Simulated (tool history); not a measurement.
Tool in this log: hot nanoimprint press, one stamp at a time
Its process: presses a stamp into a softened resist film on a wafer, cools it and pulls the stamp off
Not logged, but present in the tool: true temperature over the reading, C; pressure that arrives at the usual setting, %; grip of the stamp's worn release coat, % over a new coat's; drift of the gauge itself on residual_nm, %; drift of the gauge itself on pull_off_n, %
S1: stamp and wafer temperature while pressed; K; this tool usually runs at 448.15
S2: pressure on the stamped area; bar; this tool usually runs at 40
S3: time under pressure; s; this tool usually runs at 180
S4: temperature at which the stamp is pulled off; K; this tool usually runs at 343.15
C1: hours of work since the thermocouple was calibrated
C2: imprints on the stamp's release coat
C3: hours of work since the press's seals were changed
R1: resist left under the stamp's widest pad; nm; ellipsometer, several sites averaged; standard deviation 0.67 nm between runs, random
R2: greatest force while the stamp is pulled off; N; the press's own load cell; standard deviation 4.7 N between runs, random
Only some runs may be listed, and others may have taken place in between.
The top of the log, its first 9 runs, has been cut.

run,hour,S1,S2,S3,S4,C1,C2,C3,R1,R2
10,518.7,448.15,40,180,343.15,312,589,803,259.4,289
11,603.4,439.15,40,180,343.15,354,783,844,321.6,286
12,648.1,439.15,40,180,343.15,376,885,866,320.1,309
# hour 726.5: press's hydraulic seals changed and the load cell set to zero
13,735.7,448.15,40,122,343.15,415,1066,5,293,311
14,778.3,448.15,40,180,343.15,435,1163,25,256.4,329
# hour 810.4: plate thermocouple calibrated
15,864.1,448.15,40,180,343.15,26,1352,66,247.5,339
16,929.2,448.15,41,335,348.15,58,1501,98,192.1,321
17,973.8,459.15,40,178,343.15,80,1603,120,191.9,351

Run 18, settings as shown, results not yet in. Your forecast:
18,1045.1,451.15,42.8,202,341.15,115,1766,155,?,?

R1: 215.2 nm
R2: 383 N
The same run, on a tool lacking any hidden state, would have yielded R1 211.5 nm, R2 242 N.
